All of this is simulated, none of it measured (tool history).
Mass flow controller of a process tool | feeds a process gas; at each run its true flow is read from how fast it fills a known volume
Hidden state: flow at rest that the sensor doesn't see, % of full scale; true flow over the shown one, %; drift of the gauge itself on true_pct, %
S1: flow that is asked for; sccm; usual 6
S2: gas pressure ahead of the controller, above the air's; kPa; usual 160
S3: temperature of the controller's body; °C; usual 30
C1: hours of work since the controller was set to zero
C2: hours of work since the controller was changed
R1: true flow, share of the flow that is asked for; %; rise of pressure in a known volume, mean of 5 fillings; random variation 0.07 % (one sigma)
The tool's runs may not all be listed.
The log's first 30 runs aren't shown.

run     hour  S1   S2  S3    C1     C2      R1
 31   8438.6  17  228  31  1574  11234  100.47
 32   8812.5   6  198  23  1870  11531  100.00
 33   9059.8   6  198  23  2066  11727  100.08
 34   9266.0   4  145  33  2230  11890   99.26
 35   9545.8   4  145  33  2452  12112   99.52
 36   9767.8   9  160  30  2628  12288   99.69
 37  10079.0   9  160  30  2874  12535   99.68
 38  10242.9   4  266  27  3004  12665  101.28
 39  10410.4   4  185  37  3137  12797  100.01
 40  10780.5   6  160  40  3431  13091   99.26
 41  10945.5  17  142  30  3561  13222  100.67
 42  11236.3   6  175  35  3792  13452   99.92
 43  11517.1   6  175  35  4015  13675  100.08
 44  11701.6  12  166  30  4161  13821  100.55
 45  11986.4  12  166  30  4387  14047  100.55
 46  12163.6  12  200  29  4527  14187  100.87
 47  12539.9   4  231  24  4825  14486  102.91

5 ways to go on from here, each from the tool as it stands after run 47. What would each give?
  A  12705.6  16  179  24  4957  14617   ?
  B  12705.6   3  260  40  4957  14617   ?
  C  12705.6   3  141  25  4957  14617   ?
  D  12705.6   5  178  28  4957  14617   ?
  E  12705.6   4  231  37  4957  14617   ?

run      R1
  A  101.58
  B  102.98
  C  103.50
  D  101.50
  E  101.81
Without the tool's hidden state the same runs would have given:
run     R1
  A  99.19
  B  96.31
  C  96.83
  D  96.94
  E  96.47
